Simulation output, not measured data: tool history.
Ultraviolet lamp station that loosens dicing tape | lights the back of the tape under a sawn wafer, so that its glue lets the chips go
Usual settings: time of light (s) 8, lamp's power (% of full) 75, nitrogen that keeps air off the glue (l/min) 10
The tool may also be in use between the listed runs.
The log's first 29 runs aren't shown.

| run | day | time of light (s) | lamp's power (% of full) | nitrogen that keeps air off the glue (l/min) | force that peels the tape off (N) | light that reached the tape (mJ/cm²) |
|---|---|---|---|---|---|---|
| 30 | 47.938 | 6 | 76 | 12 | 1.49 | 239 |
| 31 | 49.621 | 5 | 87 | 3 | 2.86 | 228 |
| 32 | 50.55 | 5 | 87 | 3 | 2.801 | 224 |
| 33 | 52.825 | 7 | 91 | 10 | 0.849 | 321 |
| 34 | 54.608 | 10 | 61 | 8 | 1.147 | 307 |
| 35 | 56.321 | 5 | 87 | 11 | 1.872 | 214 |
| 36 | 57.338 | 5 | 87 | 11 | 1.939 | 213 |
|  | 58.825 | lamp changed |
| 37 | 59.233 | 14 | 86 | 20 | 0.087 | 869 |
| 38 | 61.221 | 14 | 86 | 20 | 0.076 | 869 |
| 39 | 63.171 | 5 | 67 | 10 | 1.602 | 237 |
| 40 | 64.558 | 8 | 81 | 9 | 0.368 | 458 |
| 41 | 66.783 | 10 | 75 | 6 | 0.345 | 517 |
| 42 | 67.983 | 11 | 75 | 10 | 0.204 | 568 |
| 43 | 69.7 | 11 | 75 | 10 | 0.2 | 563 |
| 44 | 70.958 | 10 | 67 | 10 | 0.356 | 455 |

3 ways to go on from here, each from the tool as it stands after run 44. What would each give?
| A | 72.012 | 9 | 72 | 10 | ? | ? |
| B | 72.012 | 7 | 75 | 9 | ? | ? |
| C | 72.012 | 8 | 75 | 7 | ? | ? |

| run | force that peels the tape off (N) | light that reached the tape (mJ/cm²) |
|---|---|---|
| A | 0.417 | 440 |
| B | 0.771 | 353 |
| C | 0.619 | 403 |
Without the tool's hidden state the same runs would have given:
| run | force that peels the tape off (N) | light that reached the tape (mJ/cm²) |
|---|---|---|
| A | 0.297 | 498 |
| B | 0.566 | 400 |
| C | 0.448 | 457 |
